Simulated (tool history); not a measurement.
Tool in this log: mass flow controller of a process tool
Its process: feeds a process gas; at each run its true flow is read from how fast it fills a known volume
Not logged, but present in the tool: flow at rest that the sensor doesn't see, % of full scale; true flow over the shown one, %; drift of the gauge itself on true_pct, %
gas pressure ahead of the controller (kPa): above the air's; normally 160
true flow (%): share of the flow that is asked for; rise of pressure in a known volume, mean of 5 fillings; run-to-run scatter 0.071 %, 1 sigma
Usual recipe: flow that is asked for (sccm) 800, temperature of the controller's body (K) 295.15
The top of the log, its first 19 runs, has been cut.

run    hour  flow that is asked for (sccm)  gas pressure ahead of the controller (kPa)  temperature of the controller's body (K)  hours of work since the controller was set to zero  hours of work since the controller was changed  true flow (%)
 20  2037.0                            258                                         180                                    295.15                                                 166                                            1927          97.39
 21  2147.1                            258                                         148                                    295.15                                                 232                                            1992          97.53
     2257.2  -- controller's zero set anew, once more
 22  2257.2                            101                                         248                                    295.15                                                   0                                            2057          98.35
 23  2353.8                            312                                         160                                    297.15                                                  57                                            2114          99.31
 24  2477.2                            312                                         160                                    297.15                                                 130                                            2187          99.31
 25  2621.3                            312                                         160                                    297.15                                                 215                                            2272          99.20
 26  2735.5                            131                                         160                                    301.15                                                 283                                            2340          98.17
 27  2860.2                            131                                         160                                    301.15                                                 357                                            2413          98.11
 28  2990.0                            131                                         197                                    301.15                                                 434                                            2490          97.74
 29  3092.4                            314                                         204                                    302.15                                                 494                                            2551          98.23
 30  3191.7                            138                                         219                                    298.15                                                 553                                            2609          97.71
 31  3257.1                            153                                         219                                    303.15                                                 592                                            2648          97.35
 32  3397.6                            800                                         188                                    295.15                                                 675                                            2731          99.57
 33  3544.0                            800                                         188                                    295.15                                                 761                                            2818          99.64

Run 34 is up next; what results do you expect?
 34  3652.0                            208                                         166                                    302.15                                                 825                                            2882              ?

true flow (%): 97.62
Had the tool carried no hidden state, the very same run would have given true flow (%) 98.79.
